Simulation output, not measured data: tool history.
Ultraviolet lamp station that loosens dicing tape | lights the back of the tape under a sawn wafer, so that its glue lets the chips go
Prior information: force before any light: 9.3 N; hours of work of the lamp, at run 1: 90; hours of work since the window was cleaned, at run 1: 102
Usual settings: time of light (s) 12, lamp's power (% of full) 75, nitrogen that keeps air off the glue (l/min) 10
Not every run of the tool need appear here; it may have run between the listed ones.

run	hour	time of light (s)	lamp's power (% of full)	nitrogen that keeps air off the glue (l/min)	hours of work of the lamp	hours of work since the window was cleaned	force that peels the tape off (N)	light that reached the tape (J/m2)
1	0.0	12	75	10	90	102	0.709	4220
2	8.3	12	75	10	93	105	0.713	4230
3	15.0	9	75	10	96	108	1.309	3120
4	20.2	22	75	10	98	110	0.154	7660
5	26.7	7	75	10	101	113	2.114	2410
6	33.6	7	75	10	104	116	2.037	2430
7	42.9	10	75	10	108	120	1.127	3460
8	52.2	12	64	10	112	124	1.107	3560
9	62.6	12	86	10	117	129	0.577	4680
10	69.9	19	75	10	120	132	0.233	6560
# hour 70.9: window cleaned of glue's vapour
11	77.4	19	75	10	123	3	0.287	6060
12	84.7	19	75	10	126	6	0.293	5990
13	91.1	19	75	10	129	9	0.300	6040
14	99.8	19	75	10	133	13	0.292	5950
15	105.3	19	75	10	135	15	0.304	5930
16	114.7	12	75	3	139	19	1.659	3700
# hour 118.9: window cleaned of glue's vapour, once more
17	125.8	12	75	3	144	3	1.211	4400
18	135.5	12	75	3	148	7	1.288	4420
19	142.1	12	75	3	151	10	1.278	4380

What does the tool deliver on the next run?
20	149.9	12	75	3	154	13	?	?

Run 20 gave force that peels the tape off (N) 1.230, light that reached the tape (J/m2) 4370.
Without the tool's hidden state the same run would have given force that peels the tape off (N) 1.090, light that reached the tape (J/m2) 4640.
